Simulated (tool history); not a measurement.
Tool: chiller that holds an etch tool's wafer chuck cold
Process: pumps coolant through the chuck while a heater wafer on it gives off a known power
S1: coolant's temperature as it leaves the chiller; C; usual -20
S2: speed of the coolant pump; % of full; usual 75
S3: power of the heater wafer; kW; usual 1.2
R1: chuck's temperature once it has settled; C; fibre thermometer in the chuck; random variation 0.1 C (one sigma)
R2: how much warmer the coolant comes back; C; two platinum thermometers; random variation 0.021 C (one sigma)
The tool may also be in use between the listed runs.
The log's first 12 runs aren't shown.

Run 13, day 17.829: usual settings but S3 0.631 kW. Result: R1 -15.5 C, R2 1.46 C.
Run 14, day 18.679: usual settings but S3 0.631 kW. Result: R1 -15.7 C, R2 1.46 C.
Run 15, day 19.758: usual settings but S2 65 % of full. Result: R1 -10.3 C, R2 3.23 C.
Run 16, day 20.858: usual settings. Result: R1 -11.4 C, R2 2.76 C.
Run 17, day 21.742: usual settings but S1 -29 C, S2 76 % of full, S3 1.274 kW. Result: R1 -19.8 C, R2 2.87 C.
Run 18, day 22.862: usual settings but S1 -29 C, S2 76 % of full, S3 1.274 kW. Result: R1 -20 C, R2 2.9 C.
Run 19, day 24.892: usual settings but S1 -27 C, S2 76 % of full, S3 0.748 kW. Result: R1 -21.7 C, R2 1.73 C.
Run 20, day 26.621: usual settings but S1 -26 C, S2 88 % of full. Result: R1 -18.4 C, R2 2.36 C.
Run 21, day 28.379: usual settings but S2 67 % of full. Result: R1 -10.5 C, R2 3.12 C.
Run 22, day 29.308: usual settings but S2 67 % of full. Result: R1 -10.6 C, R2 3.15 C.
Run 23, day 31.408: usual settings but S2 94 % of full. Result: R1 -12.8 C, R2 2.14 C.
Run 24, day 32.742: usual settings but S1 -14 C, S3 1.587 kW. Result: R1 -2.5 C, R2 3.62 C.
Run 25, day 34.625: usual settings but S1 -14 C, S3 1.587 kW. Result: R1 -2.5 C, R2 3.67 C.
Run 26, day 36.475: usual settings but S1 -14 C, S3 1.587 kW. Result: R1 -2.5 C, R2 3.71 C.
Run 27, day 37.692: usual settings but S1 -29 C, S3 1.352 kW. Result: R1 -19.3 C, R2 3.11 C.

Run 28 comes next. What will it give?
Run 28, day 39.575: usual settings but S1 -13 C, S3 1.204 kW. Result: R1 ?, R2 ?.

Run 28 gave R1 -4.3 C, R2 2.76 C.
Without the tool's hidden state the same run would have given R1 -4.6 C, R2 2.73 C.
